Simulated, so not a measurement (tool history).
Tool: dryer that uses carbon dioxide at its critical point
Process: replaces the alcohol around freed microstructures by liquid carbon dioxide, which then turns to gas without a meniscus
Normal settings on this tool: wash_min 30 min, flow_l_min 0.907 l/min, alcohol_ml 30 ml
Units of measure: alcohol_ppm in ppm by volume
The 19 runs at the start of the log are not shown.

run,hour,wash_min,flow_l_min,alcohol_ml,hours of work since the filter was changed,hours of work since the purifier's bed was changed,alcohol_ppm
20,416.6,30,0.907,92,126,308,82
21,441.3,29,0.907,92,143,325,87
22,456.5,29,0.907,92,153,335,105
23,487.4,29,0.907,92,174,357,98
24,506.6,30,0.548,107,188,370,646
25,532.8,41,0.949,36,205,388,39
26,561.7,24,0.907,30,225,407,95
27,590.0,24,0.907,30,245,427,107
28,605.9,24,0.907,115,255,438,257

For run 29, what comes out?
29,619.9,24,0.907,115,265,447,?

Run 29 yielded alcohol_ppm 274 ppm by volume.
With no hidden state in the tool, this same run would have given alcohol_ppm 144 ppm by volume.
